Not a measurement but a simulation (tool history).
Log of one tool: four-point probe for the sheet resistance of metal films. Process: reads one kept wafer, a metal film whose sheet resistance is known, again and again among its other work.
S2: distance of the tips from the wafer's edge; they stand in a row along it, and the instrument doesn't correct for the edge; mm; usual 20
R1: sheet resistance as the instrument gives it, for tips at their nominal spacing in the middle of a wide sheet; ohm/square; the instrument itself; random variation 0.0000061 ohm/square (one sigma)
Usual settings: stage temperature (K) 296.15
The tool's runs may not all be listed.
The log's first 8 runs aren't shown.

Run 9, hour 277.3: usual settings. Result: R1 0.029987 ohm/square.
Run 10, hour 306.5: usual settings. Result: R1 0.029989 ohm/square.
Run 11, hour 351.5: usual settings. Result: R1 0.029975 ohm/square.
Run 12, hour 376.8: usual settings but stage temperature (K) 291.15. Result: R1 0.029976 ohm/square.
Run 13, hour 397.1: usual settings but stage temperature (K) 291.15. Result: R1 0.029973 ohm/square.
Run 14, hour 444.6: usual settings but stage temperature (K) 303.15. Result: R1 0.029967 ohm/square.
Run 15, hour 490.5: usual settings but stage temperature (K) 303.15. Result: R1 0.029961 ohm/square.
Run 16, hour 519.7: usual settings but stage temperature (K) 303.15. Result: R1 0.029972 ohm/square.
Run 17, hour 552.4: usual settings but stage temperature (K) 303.15, S2 34 mm. Result: R1 0.029923 ohm/square.
Run 18, hour 579.9: usual settings but stage temperature (K) 303.15, S2 34 mm. Result: R1 0.029905 ohm/square.
Run 19, hour 607.8: usual settings but stage temperature (K) 297.15. Result: R1 0.029953 ohm/square.
Run 20, hour 651.1: usual settings but stage temperature (K) 306.15, S2 67 mm. Result: R1 0.029884 ohm/square.
Run 21, hour 693.4: usual settings but stage temperature (K) 300.15, S2 5 mm. Result: R1 0.03088 ohm/square.
Run 22, hour 734.8: usual settings but stage temperature (K) 298.15, S2 41 mm. Result: R1 0.029887 ohm/square.
Run 23, hour 780.8: usual settings but stage temperature (K) 298.15, S2 41 mm. Result: R1 0.029882 ohm/square.
Run 24, hour 802.4: usual settings but stage temperature (K) 298.15, S2 41 mm. Result: R1 0.029876 ohm/square.
At hour 807.3: stage's thermometer calibrated.
Run 25, hour 825.1: usual settings but stage temperature (K) 294.15, S2 21 mm. Result: R1 0.029925 ohm/square.

Forecast run 26:
Run 26, hour 860.9: usual settings but stage temperature (K) 294.15, S2 21 mm. Result: R1 ?.

Run 26 gave R1 0.029914 ohm/square.
Without the tool's hidden state the same run would have given R1 0.030253 ohm/square.
